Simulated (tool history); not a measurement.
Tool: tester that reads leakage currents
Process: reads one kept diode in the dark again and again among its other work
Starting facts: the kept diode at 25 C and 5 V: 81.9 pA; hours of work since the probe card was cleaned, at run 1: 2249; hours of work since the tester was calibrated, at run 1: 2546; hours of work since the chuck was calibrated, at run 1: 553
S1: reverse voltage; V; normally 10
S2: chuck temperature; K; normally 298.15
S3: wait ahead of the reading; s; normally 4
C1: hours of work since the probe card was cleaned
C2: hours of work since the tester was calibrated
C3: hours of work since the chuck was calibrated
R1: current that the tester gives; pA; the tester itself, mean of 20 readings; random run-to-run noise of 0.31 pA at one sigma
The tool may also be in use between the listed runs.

| run | hour | S1 | S2 | S3 | C1 | C2 | C3 | R1 |
|---|---|---|---|---|---|---|---|---|
| 1 | 0 | 10 | 298.15 | 4 | 2249 | 2546 | 553 | 129.45 |
|  | 17.4 | chuck's temperature calibrated |
| 2 | 53.6 | 10 | 298.15 | 4 | 2288 | 2585 | 27 | 117.54 |
| 3 | 133.4 | 10 | 298.15 | 4 | 2348 | 2645 | 88 | 118.46 |
| 4 | 218.8 | 10 | 326.15 | 4 | 2413 | 2710 | 152 | 1031.61 |
| 5 | 311.6 | 10 | 298.15 | 0.57 | 2483 | 2780 | 223 | 126.2 |
| 6 | 373 | 10 | 298.15 | 0.57 | 2530 | 2826 | 269 | 128.67 |
| 7 | 479.1 | 10 | 298.15 | 2.21 | 2610 | 2907 | 349 | 125.97 |
| 8 | 556 | 10 | 298.15 | 2.21 | 2668 | 2965 | 407 | 127.05 |
| 9 | 653.8 | 10 | 298.15 | 4 | 2742 | 3039 | 481 | 129.02 |
| 10 | 749.2 | 10 | 298.15 | 4 | 2814 | 3111 | 554 | 129.98 |
|  | 771.3 | chuck's temperature calibrated |
|  | 840.3 | tester calibrated |
| 11 | 843.6 | 10 | 298.15 | 4 | 2882 | 2 | 53 | 120.16 |
| 12 | 928.4 | 10 | 298.15 | 4 | 2947 | 67 | 117 | 121.31 |
| 13 | 1031.4 | 10 | 298.15 | 4 | 3025 | 145 | 195 | 122.83 |
| 14 | 1114 | 10 | 298.15 | 4 | 3087 | 207 | 258 | 124.3 |
| 15 | 1173.4 | 10 | 298.15 | 4 | 3132 | 252 | 303 | 125.64 |
| 16 | 1226.6 | 10 | 299.15 | 4 | 3172 | 292 | 343 | 136.67 |
| 17 | 1293.7 | 10 | 299.15 | 4 | 3223 | 343 | 394 | 137.3 |
| 18 | 1346.2 | 10 | 298.15 | 1.61 | 3263 | 383 | 433 | 130.09 |
| 19 | 1405.3 | 10 | 298.15 | 4 | 3307 | 427 | 478 | 130.13 |
| 20 | 1482.2 | 4.7 | 298.15 | 4 | 3365 | 486 | 536 | 97.25 |
|  | 1525.9 | chuck's temperature calibrated |
| 21 | 1585.8 | 4.7 | 298.15 | 4 | 3442 | 562 | 45 | 89.1 |
| 22 | 1672.6 | 4.7 | 298.15 | 4 | 3508 | 628 | 111 | 90.66 |
|  | 1710.8 | probe card cleaned and baked |
| 23 | 1746.7 | 4.7 | 298.15 | 4 | 27 | 682 | 165 | 82.34 |
| 24 | 1801.8 | 4.7 | 298.15 | 4 | 69 | 723 | 206 | 83.02 |
| 25 | 1881.2 | 1.6 | 322.15 | 2.83 | 129 | 784 | 266 | 416.5 |
| 26 | 1955.6 | 1.6 | 322.15 | 2.83 | 185 | 840 | 323 | 418.75 |
| 27 | 2008.4 | 10 | 325.15 | 4 | 225 | 880 | 363 | 957.14 |
| 28 | 2098.1 | 1.9 | 299.15 | 2.11 | 293 | 948 | 431 | 70.63 |
| 29 | 2148.9 | 2.1 | 306.15 | 3.69 | 331 | 986 | 469 | 133.09 |
| 30 | 2252.7 | 2.1 | 306.15 | 3.69 | 410 | 1064 | 547 | 134.39 |
|  | 2278 | chuck's temperature calibrated |
| 31 | 2309.5 | 2.1 | 306.15 | 3.69 | 451 | 1106 | 24 | 124.14 |
| 32 | 2363.4 | 6.2 | 318.15 | 3.69 | 492 | 1147 | 65 | 466.48 |
| 33 | 2469.1 | 6.2 | 318.15 | 3.69 | 572 | 1227 | 145 | 471.45 |
| 34 | 2532.9 | 6.2 | 318.15 | 3.69 | 620 | 1275 | 193 | 476.46 |
| 35 | 2614.5 | 10 | 320.15 | 6.46 | 682 | 1337 | 255 | 652.84 |
| 36 | 2692.7 | 10 | 320.15 | 6.46 | 741 | 1396 | 314 | 658.45 |
| 37 | 2762.3 | 10 | 320.15 | 6.46 | 794 | 1448 | 366 | 663.94 |
| 38 | 2824.7 | 10 | 320.15 | 6.46 | 841 | 1496 | 413 | 672.25 |
| 39 | 2872.4 | 5.4 | 315.15 | 4.32 | 877 | 1532 | 450 | 374.08 |

Below are 4 alternative next runs, each starting from the tool's condition after run 39. Predict each:
| A | 2984.4 | 5.4 | 315.15 | 2.75 | 962 | 1616 | 534 | ? |
| B | 2984.4 | 1.5 | 315.15 | 9.24 | 962 | 1616 | 534 | ? |
| C | 2984.4 | 1.6 | 315.15 | 4.32 | 962 | 1616 | 534 | ? |
| D | 2984.4 | 2.3 | 296.15 | 2.16 | 962 | 1616 | 534 | ? |

| run | R1 |
|---|---|
| A | 378.74 |
| B | 248.44 |
| C | 253.6 |
| D | 59.7 |
Without the tool's hidden state the same runs would have given:
| run | R1 |
|---|---|
| A | 347.3 |
| B | 228.76 |
| C | 233.47 |
| D | 53.6 |
